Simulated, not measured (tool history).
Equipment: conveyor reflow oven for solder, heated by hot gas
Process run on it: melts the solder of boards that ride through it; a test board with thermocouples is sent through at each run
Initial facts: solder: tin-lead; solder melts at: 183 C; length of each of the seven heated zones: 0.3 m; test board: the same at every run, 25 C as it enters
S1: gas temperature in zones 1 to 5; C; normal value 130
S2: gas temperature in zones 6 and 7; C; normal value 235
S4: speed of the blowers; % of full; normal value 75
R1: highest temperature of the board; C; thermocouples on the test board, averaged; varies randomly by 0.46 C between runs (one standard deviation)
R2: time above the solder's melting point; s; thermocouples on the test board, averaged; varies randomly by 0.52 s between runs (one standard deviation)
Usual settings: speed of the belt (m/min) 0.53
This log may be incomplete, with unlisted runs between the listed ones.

{"run": 1, "hour": 0.0, "S1": 130, "S2": 235, "speed of the belt (m/min)": 0.53, "S4": 75, "R1": 219.6, "R2": 50.2}
{"run": 2, "hour": 14.5, "S1": 130, "S2": 235, "speed of the belt (m/min)": 0.53, "S4": 75, "R1": 219.1, "R2": 49.9}
{"run": 3, "hour": 27.0, "S1": 130, "S2": 235, "speed of the belt (m/min)": 0.53, "S4": 75, "R1": 218.8, "R2": 50.9}
{"run": 4, "hour": 42.7, "S1": 130, "S2": 235, "speed of the belt (m/min)": 0.53, "S4": 75, "R1": 219.2, "R2": 51.5}
{"run": 5, "hour": 55.7, "S1": 142, "S2": 235, "speed of the belt (m/min)": 0.53, "S4": 75, "R1": 221.4, "R2": 55.2}
{"run": 6, "hour": 65.1, "S1": 130, "S2": 235, "speed of the belt (m/min)": 0.53, "S4": 75, "R1": 219.3, "R2": 51}
{"run": 7, "hour": 72.9, "S1": 130, "S2": 235, "speed of the belt (m/min)": 0.53, "S4": 75, "R1": 219.1, "R2": 50.5}
{"run": 8, "hour": 84.6, "S1": 130, "S2": 235, "speed of the belt (m/min)": 0.53, "S4": 75, "R1": 218.7, "R2": 51.1}
{"run": 9, "hour": 100.3, "S1": 130, "S2": 235, "speed of the belt (m/min)": 0.53, "S4": 75, "R1": 219.3, "R2": 50.5}
{"run": 10, "hour": 112.8, "S1": 130, "S2": 235, "speed of the belt (m/min)": 0.53, "S4": 75, "R1": 218.8, "R2": 51.5}
{"hour": 117.9, "done": "belt drive overhauled, speed set with a stopwatch"}
{"run": 11, "hour": 129.5, "S1": 130, "S2": 235, "speed of the belt (m/min)": 0.572, "S4": 75, "R1": 216.9, "R2": 44.1}
{"run": 12, "hour": 146.0, "S1": 130, "S2": 237, "speed of the belt (m/min)": 0.53, "S4": 75, "R1": 220.7, "R2": 51.7}
{"run": 13, "hour": 161.7, "S1": 130, "S2": 237, "speed of the belt (m/min)": 0.53, "S4": 75, "R1": 220.9, "R2": 52}
{"run": 14, "hour": 171.6, "S1": 138, "S2": 235, "speed of the belt (m/min)": 0.53, "S4": 75, "R1": 220, "R2": 52.6}
{"run": 15, "hour": 186.1, "S1": 138, "S2": 235, "speed of the belt (m/min)": 0.59, "S4": 75, "R1": 216.6, "R2": 45.5}
{"hour": 195.7, "done": "belt drive overhauled, speed set with a stopwatch, once more"}
{"run": 16, "hour": 197.2, "S1": 142, "S2": 235, "speed of the belt (m/min)": 0.599, "S4": 75, "R1": 216.8, "R2": 44.9}
{"run": 17, "hour": 207.6, "S1": 130, "S2": 235, "speed of the belt (m/min)": 0.566, "S4": 68, "R1": 214.3, "R2": 42.9}
{"run": 18, "hour": 215.2, "S1": 130, "S2": 234, "speed of the belt (m/min)": 0.53, "S4": 64, "R1": 214.9, "R2": 46.8}
{"run": 19, "hour": 223.9, "S1": 130, "S2": 235, "speed of the belt (m/min)": 0.557, "S4": 56, "R1": 211, "R2": 40}
{"run": 20, "hour": 238.1, "S1": 123, "S2": 224, "speed of the belt (m/min)": 0.6, "S4": 85, "R1": 206.2, "R2": 32.9}
{"run": 21, "hour": 247.6, "S1": 123, "S2": 224, "speed of the belt (m/min)": 0.6, "S4": 85, "R1": 205.9, "R2": 32.5}
{"run": 22, "hour": 262.2, "S1": 130, "S2": 236, "speed of the belt (m/min)": 0.503, "S4": 66, "R1": 218.9, "R2": 52.7}
{"run": 23, "hour": 272.5, "S1": 130, "S2": 235, "speed of the belt (m/min)": 0.545, "S4": 75, "R1": 218, "R2": 46.6}
{"run": 24, "hour": 281.6, "S1": 130, "S2": 235, "speed of the belt (m/min)": 0.465, "S4": 62, "R1": 220.2, "R2": 58.2}
{"run": 25, "hour": 289.6, "S1": 130, "S2": 239, "speed of the belt (m/min)": 0.441, "S4": 73, "R1": 227.8, "R2": 66.4}
{"run": 26, "hour": 306.4, "S1": 139, "S2": 235, "speed of the belt (m/min)": 0.53, "S4": 75, "R1": 220.5, "R2": 52.5}
{"run": 27, "hour": 318.8, "S1": 145, "S2": 235, "speed of the belt (m/min)": 0.588, "S4": 75, "R1": 216.7, "R2": 46.6}
{"run": 28, "hour": 334.8, "S1": 145, "S2": 235, "speed of the belt (m/min)": 0.588, "S4": 75, "R1": 217.7, "R2": 48.1}
{"run": 29, "hour": 346.5, "S1": 130, "S2": 237, "speed of the belt (m/min)": 0.484, "S4": 65, "R1": 220.2, "R2": 55.4}
{"hour": 355.8, "done": "flux residue cleaned out of gas plates and filters"}
{"run": 30, "hour": 359.1, "S1": 130, "S2": 237, "speed of the belt (m/min)": 0.626, "S4": 56, "R1": 211.8, "R2": 36.7}

Forecast each of these 5 alternatives for the next run:
{"run": "A", "hour": 368.2, "S1": 130, "S2": 245, "speed of the belt (m/min)": 0.53, "S4": 52, "R1": "?", "R2": "?"}
{"run": "B", "hour": 368.2, "S1": 130, "S2": 235, "speed of the belt (m/min)": 0.565, "S4": 88, "R1": "?", "R2": "?"}
{"run": "C", "hour": 368.2, "S1": 130, "S2": 227, "speed of the belt (m/min)": 0.626, "S4": 62, "R1": "?", "R2": "?"}
{"run": "D", "hour": 368.2, "S1": 130, "S2": 236, "speed of the belt (m/min)": 0.467, "S4": 77, "R1": "?", "R2": "?"}
{"run": "E", "hour": 368.2, "S1": 139, "S2": 235, "speed of the belt (m/min)": 0.53, "S4": 75, "R1": "?", "R2": "?"}

run=A R1=224.7 R2=52.4
run=B R1=223.2 R2=50.7
run=C R1=206.1 R2=32.3
run=D R1=228.4 R2=64.7
run=E R1=224.3 R2=56.1
Take away the tool's hidden state, keep each run's random variation, and the runs would have read:
run=A R1=223.2 R2=51.4
run=B R1=221.8 R2=49.8
run=C R1=204.8 R2=31.1
run=D R1=226.9 R2=63.8
run=E R1=222.8 R2=55.1
